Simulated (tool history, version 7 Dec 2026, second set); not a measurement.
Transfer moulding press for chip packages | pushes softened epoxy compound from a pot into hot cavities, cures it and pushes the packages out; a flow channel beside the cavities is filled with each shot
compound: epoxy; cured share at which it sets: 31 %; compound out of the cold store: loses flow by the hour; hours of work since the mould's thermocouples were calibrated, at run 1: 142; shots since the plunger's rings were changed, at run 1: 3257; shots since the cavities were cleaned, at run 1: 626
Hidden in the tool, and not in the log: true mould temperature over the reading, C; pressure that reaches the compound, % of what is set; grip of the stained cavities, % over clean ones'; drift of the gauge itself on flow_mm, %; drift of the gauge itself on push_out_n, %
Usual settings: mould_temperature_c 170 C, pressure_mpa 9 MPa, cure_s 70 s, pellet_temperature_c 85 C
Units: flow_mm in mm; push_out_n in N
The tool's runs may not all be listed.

run	day	mould_temperature_c	pressure_mpa	cure_s	pellet_temperature_c	hours of work since the mould's thermocouples were calibrated	shots since the plunger's rings were changed	shots since the cavities were cleaned	incoming compound's hours out of the cold store	flow_mm	push_out_n
1	0	170	9	70	85	142	3257	626	8.5	884	694
# day 0.683: cavities cleaned with cleaning compound and waxed
2	2.112	170	9	70	85	180	4182	645	39.5	711	593
# day 2.821: cavities cleaned with cleaning compound and waxed
3	3.138	170	9	70	85	198	4617	143	31.9	745	607
# day 5.012: cavities cleaned with cleaning compound and waxed
4	5.071	170	9	70	85	232	5462	28	27	775	639
# day 6.992: plunger's sealing rings changed
5	7.021	170	9	70	85	266	13	859	40.8	709	608
# day 7.183: cavities cleaned with cleaning compound and waxed
6	8.846	170	9	70	85	299	808	749	21.8	802	615
# day 9.233: cavities cleaned with cleaning compound and waxed
7	9.979	170	9	70	85	319	1292	337	17	827	644
# day 11.292: cavities cleaned with cleaning compound and waxed
8	11.583	170	9	70	85	347	1988	131	40.1	711	608
# day 13.321: cavities cleaned with cleaning compound and waxed
9	13.638	170	9	70	85	384	2886	142	44.8	688	601
# day 15.329: cavities cleaned with cleaning compound and waxed
10	15.508	170	9	70	85	417	3702	81	16.4	832	659
11	16.783	170	9	70	85	441	4279	658	45.9	685	608
# day 17.379: cavities cleaned with cleaning compound and waxed
12	17.75	170	9	70	85	457	4685	166	40.4	702	610
13	18.883	172	9	70	85	478	5197	678	44.7	681	526
# day 19.496: cavities cleaned with cleaning compound and waxed
14	20.125	172	9	70	85	500	5729	284	43.4	686	520
# day 20.767: mould's thermocouples calibrated
# day 21.583: plunger's sealing rings changed
# day 21.762: cavities cleaned with cleaning compound and waxed
15	22.325	170	8.34	55	85	26	308	254	36.5	702	1081
# day 23.888: cavities cleaned with cleaning compound and waxed
16	24.442	164	9	106	85	64	1235	251	29.3	787	473
17	25.812	170	9	73	85	89	1854	870	10	870	617
# day 25.983: cavities cleaned with cleaning compound and waxed
18	27.696	170	9	73	85	122	2675	773	33	750	577
# day 28.108: cavities cleaned with cleaning compound and waxed
19	29.042	165	9	70	91	146	3253	421	46.9	684	806
# day 30.225: cavities cleaned with cleaning compound and waxed
20	30.767	167	9.47	53	80	177	4003	244	41.7	729	1533
# day 32.358: cavities cleaned with cleaning compound and waxed
21	32.954	167	9.47	91	80	216	4962	268	37.1	750	472
# day 34.408: cavities cleaned with cleaning compound and waxed
22	34.796	170	7.92	92	79	249	5765	175	13.8	789	481
# day 35.967: plunger's sealing rings changed
23	36.208	170	9	70	80	273	107	765	45.6	683	617
# day 36.6: cavities cleaned with cleaning compound and waxed
24	37.871	170	9.82	57	93	303	830	574	27.3	804	1006
# day 38.675: cavities cleaned with cleaning compound and waxed
25	39.733	170	9.82	57	93	336	1643	479	10	907	1171
# day 40.742: cavities cleaned with cleaning compound and waxed
26	41.933	166	9.82	62	94	375	2606	538	44.4	731	964
# day 42.754: cavities cleaned with cleaning compound and waxed
27	43.271	166	9.82	62	94	399	3181	233	13.5	897	1196

3 ways to go on from here, each from the tool as it stands after run 27. What would each give?
A	44.238	165	9.82	62	94	417	3617	669	45.4	?	?
B	44.238	166	8.42	90	94	417	3617	669	28.9	?	?
C	44.238	170	9.85	51	85	417	3617	669	9.7	?	?

run	flow_mm	push_out_n
A	726	1104
B	750	525
C	903	1569
Without the tool's hidden state the same runs would have given:
run	flow_mm	push_out_n
A	726	1095
B	750	521
C	903	1556
